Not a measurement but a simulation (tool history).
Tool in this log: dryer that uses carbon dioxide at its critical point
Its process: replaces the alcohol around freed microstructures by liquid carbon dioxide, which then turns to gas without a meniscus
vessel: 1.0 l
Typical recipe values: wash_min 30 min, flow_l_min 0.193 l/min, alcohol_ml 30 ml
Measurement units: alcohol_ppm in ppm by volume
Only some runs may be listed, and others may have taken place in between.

run 1 hour=0.0 | wash_min=30 flow_l_min=0.193 alcohol_ml=30 | alcohol_ppm=324
run 2 hour=33.5 | wash_min=30 flow_l_min=0.193 alcohol_ml=30 | alcohol_ppm=352
run 3 hour=96.8 | wash_min=30 flow_l_min=0.193 alcohol_ml=30 | alcohol_ppm=383
run 4 hour=153.5 | wash_min=30 flow_l_min=0.193 alcohol_ml=30 | alcohol_ppm=398
run 5 hour=184.7 | wash_min=30 flow_l_min=0.193 alcohol_ml=105 | alcohol_ppm=1342
-- hour=205.6 inlet filter changed
run 6 hour=244.7 | wash_min=30 flow_l_min=0.193 alcohol_ml=105 | alcohol_ppm=936
run 7 hour=310.4 | wash_min=25 flow_l_min=0.193 alcohol_ml=105 | alcohol_ppm=2116
run 8 hour=376.6 | wash_min=30 flow_l_min=0.193 alcohol_ml=30 | alcohol_ppm=335
run 9 hour=405.8 | wash_min=35 flow_l_min=0.296 alcohol_ml=30 | alcohol_ppm=39
run 10 hour=439.1 | wash_min=35 flow_l_min=0.296 alcohol_ml=30 | alcohol_ppm=43
run 11 hour=476.3 | wash_min=43 flow_l_min=0.256 alcohol_ml=35 | alcohol_ppm=46
run 12 hour=540.5 | wash_min=24 flow_l_min=0.176 alcohol_ml=35 | alcohol_ppm=1375
run 13 hour=577.1 | wash_min=30 flow_l_min=0.136 alcohol_ml=30 | alcohol_ppm=1283
run 14 hour=620.2 | wash_min=30 flow_l_min=0.136 alcohol_ml=30 | alcohol_ppm=1353
-- hour=670.9 inlet filter changed
run 15 hour=682.3 | wash_min=28 flow_l_min=0.261 alcohol_ml=92 | alcohol_ppm=287

Estimate the outcome of run 16 from the log above:
run 16 hour=746.4 | wash_min=28 flow_l_min=0.261 alcohol_ml=92 | alcohol_ppm=?

Logged for run 16: alcohol_ppm 306 ppm by volume.
Minus the tool's unlogged condition, the same run would have read alcohol_ppm 236 ppm by volume.

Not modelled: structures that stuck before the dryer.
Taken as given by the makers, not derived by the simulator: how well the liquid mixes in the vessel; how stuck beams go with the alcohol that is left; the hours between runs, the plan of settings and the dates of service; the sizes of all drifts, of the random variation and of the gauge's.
